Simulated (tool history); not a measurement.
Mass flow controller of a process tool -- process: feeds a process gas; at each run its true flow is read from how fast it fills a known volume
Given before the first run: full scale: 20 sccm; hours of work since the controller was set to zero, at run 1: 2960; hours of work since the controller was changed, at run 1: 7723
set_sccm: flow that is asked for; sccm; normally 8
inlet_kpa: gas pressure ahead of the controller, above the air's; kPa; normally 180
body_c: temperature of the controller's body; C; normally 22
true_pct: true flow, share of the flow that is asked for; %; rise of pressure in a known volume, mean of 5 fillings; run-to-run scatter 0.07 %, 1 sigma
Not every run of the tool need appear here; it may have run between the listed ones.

run	day	set_sccm	inlet_kpa	body_c	hours of work since the controller was set to zero	hours of work since the controller was changed	true_pct
1	0.000	8	180	22	2960	7723	98.06
2	17.300	8	180	22	3108	7871	98.24
3	38.942	8	151	22	3293	8056	98.00
4	53.046	8	151	22	3413	8176	98.00
5	72.600	8	273	22	3580	8343	98.43
6	88.733	8	162	22	3718	8481	98.01
7	101.546	8	153	22	3827	8590	98.00
8	111.667	8	153	22	3914	8677	98.04
9	122.783	8	153	22	4009	8772	98.05
10	140.158	8	180	32	4157	8920	98.90
11	151.417	8	221	22	4253	9016	98.34
12	167.446	8	221	22	4390	9153	98.43
13	190.108	8	221	22	4583	9346	98.25
# day 196.404: controller's zero set anew
14	205.671	8	221	22	79	9479	98.34
15	227.679	8	180	22	267	9667	98.19
16	250.892	8	180	22	465	9865	98.11
17	268.138	6	180	22	612	10012	97.87
18	287.596	6	180	22	779	10178	97.94
19	303.025	6	180	22	910	10310	97.84
20	326.538	8	180	22	1111	10511	98.04
21	341.317	8	180	22	1237	10637	98.18
22	352.008	8	243	22	1328	10728	98.34
23	365.800	8	148	22	1446	10846	97.91
24	385.975	8	148	22	1618	11018	98.11
25	407.808	12	180	33	1805	11205	99.61
26	423.708	18	179	29	1940	11340	99.89
27	446.504	11	196	20	2135	11535	98.47
28	465.529	11	154	33	2298	11697	99.38
29	487.833	8	160	21	2488	11888	97.94
30	497.588	8	230	21	2571	11971	98.27
31	512.404	8	230	23	2698	12098	98.58
32	534.092	9	277	21	2883	12283	98.64
33	545.625	9	277	21	2981	12381	98.60
34	559.788	9	277	21	3102	12502	98.64
35	577.008	8	243	39	3249	12649	99.79
36	595.467	2	180	25	3407	12807	97.59
37	606.154	19	161	32	3498	12898	100.20
38	622.875	19	222	32	3641	13041	100.50
39	640.862	20	243	25	3794	13194	100.27
40	650.733	20	194	25	3879	13279	100.12
41	661.550	20	194	25	3971	13371	99.94
42	680.496	20	194	25	4133	13533	100.06
43	690.679	4	180	20	4220	13620	97.49
44	706.546	3	180	22	4355	13755	97.65
45	718.292	14	180	21	4455	13855	98.67
# day 740.488: controller's zero set anew
46	741.038	14	180	21	5	14049	98.85

What will run 47 give?
47	751.733	14	180	21	96	14141	?

true_pct: 98.81 %
Take away the tool's hidden state, keep the run-to-run variation as it was, and the same run would have given true_pct 98.82 %.

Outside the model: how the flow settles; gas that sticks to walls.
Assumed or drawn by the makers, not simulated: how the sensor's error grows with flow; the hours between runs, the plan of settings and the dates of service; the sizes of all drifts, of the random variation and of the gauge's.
